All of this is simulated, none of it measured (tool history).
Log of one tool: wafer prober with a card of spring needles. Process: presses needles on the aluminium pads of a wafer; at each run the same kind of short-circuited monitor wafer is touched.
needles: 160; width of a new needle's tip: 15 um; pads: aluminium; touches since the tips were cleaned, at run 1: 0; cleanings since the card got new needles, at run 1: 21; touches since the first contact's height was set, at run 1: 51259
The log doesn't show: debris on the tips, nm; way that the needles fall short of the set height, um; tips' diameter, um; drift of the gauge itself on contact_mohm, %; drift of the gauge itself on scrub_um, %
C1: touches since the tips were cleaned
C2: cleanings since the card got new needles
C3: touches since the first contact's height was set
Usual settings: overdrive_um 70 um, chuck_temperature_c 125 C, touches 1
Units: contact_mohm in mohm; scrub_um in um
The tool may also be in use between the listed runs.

run 1 hour=0.0 | overdrive_um=70 chuck_temperature_c=125 touches=1 | C1=0 C2=21 C3=51259 | contact_mohm=250 scrub_um=10.29
run 2 hour=11.7 | overdrive_um=70 chuck_temperature_c=125 touches=1 | C1=4558 C2=21 C3=55817 | contact_mohm=248 scrub_um=10.32
-- hour=15.6 tips cleaned on abrasive film
run 3 hour=25.9 | overdrive_um=73 chuck_temperature_c=125 touches=1 | C1=3989 C2=22 C3=61274 | contact_mohm=247 scrub_um=10.80
-- hour=31.1 tips cleaned on abrasive film
run 4 hour=37.4 | overdrive_um=70 chuck_temperature_c=125 touches=1 | C1=2449 C2=23 C3=65686 | contact_mohm=246 scrub_um=10.36
run 5 hour=44.4 | overdrive_um=70 chuck_temperature_c=125 touches=1 | C1=5157 C2=23 C3=68394 | contact_mohm=246 scrub_um=10.33
-- hour=47.3 tips cleaned on abrasive film
run 6 hour=53.2 | overdrive_um=70 chuck_temperature_c=32 touches=1 | C1=2299 C2=24 C3=71804 | contact_mohm=223 scrub_um=10.33
-- hour=63.0 tips cleaned on abrasive film
run 7 hour=63.0 | overdrive_um=70 chuck_temperature_c=125 touches=1 | C1=0 C2=25 C3=75556 | contact_mohm=245 scrub_um=10.35
run 8 hour=71.1 | overdrive_um=70 chuck_temperature_c=125 touches=2 | C1=3120 C2=25 C3=78676 | contact_mohm=245 scrub_um=10.36
-- hour=78.7 tips cleaned on abrasive film
run 9 hour=83.0 | overdrive_um=70 chuck_temperature_c=125 touches=1 | C1=1668 C2=26 C3=83266 | contact_mohm=251 scrub_um=10.38
-- hour=94.0 tips cleaned on abrasive film
run 10 hour=96.7 | overdrive_um=70 chuck_temperature_c=125 touches=3 | C1=1044 C2=27 C3=88558 | contact_mohm=252 scrub_um=10.36
-- hour=109.7 tips cleaned on abrasive film
run 11 hour=110.5 | overdrive_um=70 chuck_temperature_c=125 touches=3 | C1=322 C2=28 C3=93867 | contact_mohm=248 scrub_um=10.39
-- hour=114.5 height of the first contact set anew
run 12 hour=123.2 | overdrive_um=70 chuck_temperature_c=125 touches=3 | C1=5146 C2=28 C3=3388 | contact_mohm=244 scrub_um=10.38
-- hour=125.6 tips cleaned on abrasive film
run 13 hour=133.9 | overdrive_um=70 chuck_temperature_c=125 touches=3 | C1=3199 C2=29 C3=7483 | contact_mohm=244 scrub_um=10.43
-- hour=140.8 tips cleaned on abrasive film
run 14 hour=140.8 | overdrive_um=70 chuck_temperature_c=113 touches=1 | C1=0 C2=30 C3=10115 | contact_mohm=239 scrub_um=10.39
run 15 hour=155.7 | overdrive_um=86 chuck_temperature_c=61 touches=2 | C1=5797 C2=30 C3=15912 | contact_mohm=228 scrub_um=12.82
-- hour=157.0 tips cleaned on abrasive film
run 16 hour=166.7 | overdrive_um=87 chuck_temperature_c=61 touches=1 | C1=3795 C2=31 C3=20148 | contact_mohm=227 scrub_um=12.94
-- hour=172.2 tips cleaned on abrasive film
run 17 hour=174.5 | overdrive_um=85 chuck_temperature_c=61 touches=3 | C1=871 C2=32 C3=23118 | contact_mohm=229 scrub_um=12.61
run 18 hour=181.6 | overdrive_um=59 chuck_temperature_c=125 touches=1 | C1=3637 C2=32 C3=25884 | contact_mohm=250 scrub_um=8.77
-- hour=188.3 tips cleaned on abrasive film
run 19 hour=190.0 | overdrive_um=70 chuck_temperature_c=60 touches=2 | C1=670 C2=33 C3=29119 | contact_mohm=228 scrub_um=10.44
run 20 hour=198.2 | overdrive_um=70 chuck_temperature_c=60 touches=2 | C1=3843 C2=33 C3=32292 | contact_mohm=230 scrub_um=10.42
-- hour=203.7 tips cleaned on abrasive film
run 21 hour=208.5 | overdrive_um=78 chuck_temperature_c=44 touches=2 | C1=1867 C2=34 C3=36234 | contact_mohm=223 scrub_um=11.64
-- hour=219.2 tips cleaned on abrasive film
run 22 hour=223.4 | overdrive_um=78 chuck_temperature_c=44 touches=2 | C1=1622 C2=35 C3=41980 | contact_mohm=221 scrub_um=11.64
run 23 hour=233.6 | overdrive_um=78 chuck_temperature_c=44 touches=2 | C1=5588 C2=35 C3=45946 | contact_mohm=226 scrub_um=11.69
-- hour=234.3 tips cleaned on abrasive film
run 24 hour=240.5 | overdrive_um=64 chuck_temperature_c=85 touches=2 | C1=2410 C2=36 C3=48594 | contact_mohm=240 scrub_um=9.58
-- hour=249.7 tips cleaned on abrasive film
run 25 hour=249.7 | overdrive_um=70 chuck_temperature_c=125 touches=1 | C1=0 C2=37 C3=52097 | contact_mohm=249 scrub_um=10.45
run 26 hour=258.7 | overdrive_um=56 chuck_temperature_c=125 touches=1 | C1=3523 C2=37 C3=55620 | contact_mohm=252 scrub_um=8.38

The same runs without the tool's hidden state, with the same run-to-run variation:
run=1 scrub_um=10.30
run=2 scrub_um=10.32
run=3 scrub_um=10.80
run=4 scrub_um=10.35
run=5 scrub_um=10.32
run=6 scrub_um=10.31
run=7 scrub_um=10.33
run=8 scrub_um=10.34
run=9 scrub_um=10.35
run=10 scrub_um=10.32
run=11 scrub_um=10.34
run=12 scrub_um=10.32
run=13 scrub_um=10.36
run=14 scrub_um=10.31
run=15 scrub_um=12.71
run=16 scrub_um=12.83
run=17 scrub_um=12.50
run=18 scrub_um=8.69
run=19 scrub_um=10.34
run=20 scrub_um=10.32
run=21 scrub_um=11.52
run=22 scrub_um=11.51
run=23 scrub_um=11.56
run=24 scrub_um=9.47
run=25 scrub_um=10.32
run=26 scrub_um=8.28
contact_mohm: within 1 mohm of the measured result in every run.

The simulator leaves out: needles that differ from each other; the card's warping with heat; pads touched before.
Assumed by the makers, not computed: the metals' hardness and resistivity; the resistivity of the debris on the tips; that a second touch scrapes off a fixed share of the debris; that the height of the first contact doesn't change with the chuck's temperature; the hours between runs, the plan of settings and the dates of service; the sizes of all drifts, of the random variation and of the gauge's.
